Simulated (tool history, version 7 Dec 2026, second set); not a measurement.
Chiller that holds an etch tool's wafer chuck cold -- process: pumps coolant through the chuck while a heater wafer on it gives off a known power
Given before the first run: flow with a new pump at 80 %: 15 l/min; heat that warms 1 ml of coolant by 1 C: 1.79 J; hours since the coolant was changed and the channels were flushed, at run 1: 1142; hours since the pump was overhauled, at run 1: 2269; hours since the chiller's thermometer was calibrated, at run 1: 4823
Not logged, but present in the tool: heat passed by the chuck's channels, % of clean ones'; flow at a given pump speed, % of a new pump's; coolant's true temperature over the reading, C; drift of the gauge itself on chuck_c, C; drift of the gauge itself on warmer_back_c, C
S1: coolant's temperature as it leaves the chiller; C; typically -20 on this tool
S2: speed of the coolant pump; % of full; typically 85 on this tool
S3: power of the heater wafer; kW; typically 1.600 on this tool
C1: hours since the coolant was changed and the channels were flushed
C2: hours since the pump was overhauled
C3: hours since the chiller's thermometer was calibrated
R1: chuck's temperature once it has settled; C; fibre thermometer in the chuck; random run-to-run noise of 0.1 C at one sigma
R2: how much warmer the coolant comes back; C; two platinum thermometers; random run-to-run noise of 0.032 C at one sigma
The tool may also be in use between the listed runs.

{"run": 1, "hour": 0.0, "S1": -20, "S2": 85, "S3": 1.6, "C1": 1142, "C2": 2269, "C3": 4823, "R1": -4.2, "R2": 3.7}
{"run": 2, "hour": 65.6, "S1": -20, "S2": 85, "S3": 1.6, "C1": 1208, "C2": 2334, "C3": 4889, "R1": -4.2, "R2": 3.69}
{"run": 3, "hour": 202.5, "S1": -20, "S2": 85, "S3": 1.6, "C1": 1345, "C2": 2471, "C3": 5026, "R1": -4.1, "R2": 3.75}
{"run": 4, "hour": 305.3, "S1": -20, "S2": 85, "S3": 1.6, "C1": 1447, "C2": 2574, "C3": 5129, "R1": -3.9, "R2": 3.79}
{"run": 5, "hour": 443.6, "S1": -20, "S2": 85, "S3": 1.6, "C1": 1586, "C2": 2712, "C3": 5267, "R1": -4.0, "R2": 3.79}
{"run": 6, "hour": 521.7, "S1": -11, "S2": 85, "S3": 1.6, "C1": 1664, "C2": 2790, "C3": 5345, "R1": 5.3, "R2": 3.75}
{"run": 7, "hour": 622.7, "S1": -20, "S2": 85, "S3": 1.6, "C1": 1765, "C2": 2891, "C3": 5446, "R1": -3.7, "R2": 3.84}
{"run": 8, "hour": 765.2, "S1": -20, "S2": 85, "S3": 1.6, "C1": 1907, "C2": 3034, "C3": 5589, "R1": -3.7, "R2": 3.78}
{"run": 9, "hour": 836.6, "S1": -20, "S2": 85, "S3": 1.6, "C1": 1979, "C2": 3105, "C3": 5660, "R1": -3.4, "R2": 3.83}
{"run": 10, "hour": 909.7, "S1": -20, "S2": 85, "S3": 1.6, "C1": 2052, "C2": 3178, "C3": 5733, "R1": -3.4, "R2": 3.85}
{"hour": 933.3, "done": "chiller's thermometer calibrated"}
{"run": 11, "hour": 985.4, "S1": -20, "S2": 85, "S3": 1.6, "C1": 2126, "C2": 3253, "C3": 52, "R1": -4.3, "R2": 3.88}
{"run": 12, "hour": 1119.8, "S1": -20, "S2": 66, "S3": 1.6, "C1": 2261, "C2": 3387, "C3": 186, "R1": -1.8, "R2": 5.01}
{"run": 13, "hour": 1231.6, "S1": -20, "S2": 66, "S3": 1.6, "C1": 2373, "C2": 3499, "C3": 298, "R1": -1.7, "R2": 4.95}
{"run": 14, "hour": 1364.5, "S1": -20, "S2": 66, "S3": 1.6, "C1": 2506, "C2": 3632, "C3": 431, "R1": -1.7, "R2": 5.05}
{"run": 15, "hour": 1426.0, "S1": -20, "S2": 66, "S3": 1.6, "C1": 2567, "C2": 3694, "C3": 493, "R1": -1.6, "R2": 5.02}
{"run": 16, "hour": 1525.2, "S1": -20, "S2": 66, "S3": 1.6, "C1": 2666, "C2": 3793, "C3": 592, "R1": -1.6, "R2": 5.11}
{"run": 17, "hour": 1639.3, "S1": -14, "S2": 70, "S3": 1.6, "C1": 2780, "C2": 3907, "C3": 706, "R1": 3.9, "R2": 4.8}
{"run": 18, "hour": 1776.7, "S1": -14, "S2": 73, "S3": 1.273, "C1": 2918, "C2": 4044, "C3": 843, "R1": -0.1, "R2": 3.75}
{"hour": 1823.1, "done": "coolant pump overhauled"}
{"run": 19, "hour": 1870.2, "S1": -14, "S2": 73, "S3": 1.273, "C1": 3006, "C2": 47, "C3": 932, "R1": -1.0, "R2": 3.16}
{"run": 20, "hour": 1950.7, "S1": -17, "S2": 73, "S3": 1.878, "C1": 3087, "C2": 128, "C3": 1012, "R1": 2.4, "R2": 4.63}
{"run": 21, "hour": 2072.4, "S1": -20, "S2": 61, "S3": 1.6, "C1": 3208, "C2": 249, "C3": 1134, "R1": -1.9, "R2": 4.76}
{"run": 22, "hour": 2139.2, "S1": -30, "S2": 98, "S3": 0.974, "C1": 3275, "C2": 316, "C3": 1201, "R1": -21.1, "R2": 1.81}
{"run": 23, "hour": 2255.1, "S1": -21, "S2": 69, "S3": 1.903, "C1": 3391, "C2": 432, "C3": 1317, "R1": -0.7, "R2": 5.05}
{"run": 24, "hour": 2330.2, "S1": -29, "S2": 75, "S3": 1.6, "C1": 3466, "C2": 507, "C3": 1392, "R1": -12.7, "R2": 3.92}
{"run": 25, "hour": 2416.2, "S1": -23, "S2": 71, "S3": 1.073, "C1": 3552, "C2": 593, "C3": 1478, "R1": -11.6, "R2": 2.76}
{"run": 26, "hour": 2504.8, "S1": -15, "S2": 85, "S3": 1.457, "C1": 3641, "C2": 682, "C3": 1566, "R1": -0.7, "R2": 3.18}
{"run": 27, "hour": 2603.6, "S1": -29, "S2": 75, "S3": 1.762, "C1": 3740, "C2": 780, "C3": 1665, "R1": -10.6, "R2": 4.31}
{"run": 28, "hour": 2689.3, "S1": -12, "S2": 85, "S3": 1.6, "C1": 3825, "C2": 866, "C3": 1751, "R1": 4.0, "R2": 3.46}
{"run": 29, "hour": 2752.7, "S1": -12, "S2": 86, "S3": 1.308, "C1": 3889, "C2": 930, "C3": 1814, "R1": 0.9, "R2": 2.74}
{"run": 30, "hour": 2843.8, "S1": -12, "S2": 86, "S3": 1.308, "C1": 3980, "C2": 1021, "C3": 1906, "R1": 0.9, "R2": 2.84}
{"run": 31, "hour": 2962.3, "S1": -17, "S2": 67, "S3": 2.137, "C1": 4098, "C2": 1139, "C3": 2024, "R1": 7.1, "R2": 5.99}
{"run": 32, "hour": 3033.4, "S1": -17, "S2": 67, "S3": 2.137, "C1": 4169, "C2": 1210, "C3": 2095, "R1": 7.1, "R2": 5.95}

The same runs without the tool's hidden state, with the same run-to-run variation:
run=1 R1=-6.1 R2=3.36
run=2 R1=-6.1 R2=3.34
run=3 R1=-6.1 R2=3.38
run=4 R1=-6.0 R2=3.40
run=5 R1=-6.2 R2=3.38
run=6 R1=3.0 R2=3.33
run=7 R1=-6.1 R2=3.40
run=8 R1=-6.2 R2=3.32
run=9 R1=-6.0 R2=3.36
run=10 R1=-6.0 R2=3.37
run=11 R1=-6.1 R2=3.39
run=12 R1=-4.0 R2=4.35
run=13 R1=-4.0 R2=4.28
run=14 R1=-4.1 R2=4.34
run=15 R1=-4.0 R2=4.29
run=16 R1=-4.1 R2=4.37
run=17 R1=1.4 R2=4.08
run=18 R1=-2.2 R2=3.17
run=19 R1=-2.0 R2=3.13
run=20 R1=0.8 R2=4.58
run=21 R1=-3.4 R2=4.69
run=22 R1=-21.9 R2=1.78
run=23 R1=-2.6 R2=4.94
run=24 R1=-14.3 R2=3.83
run=25 R1=-12.8 R2=2.69
run=26 R1=-2.3 R2=3.08
run=27 R1=-12.7 R2=4.16
run=28 R1=2.2 R2=3.32
run=29 R1=-0.7 R2=2.63
run=30 R1=-0.7 R2=2.71
run=31 R1=4.2 R2=5.70
run=32 R1=4.1 R2=5.65

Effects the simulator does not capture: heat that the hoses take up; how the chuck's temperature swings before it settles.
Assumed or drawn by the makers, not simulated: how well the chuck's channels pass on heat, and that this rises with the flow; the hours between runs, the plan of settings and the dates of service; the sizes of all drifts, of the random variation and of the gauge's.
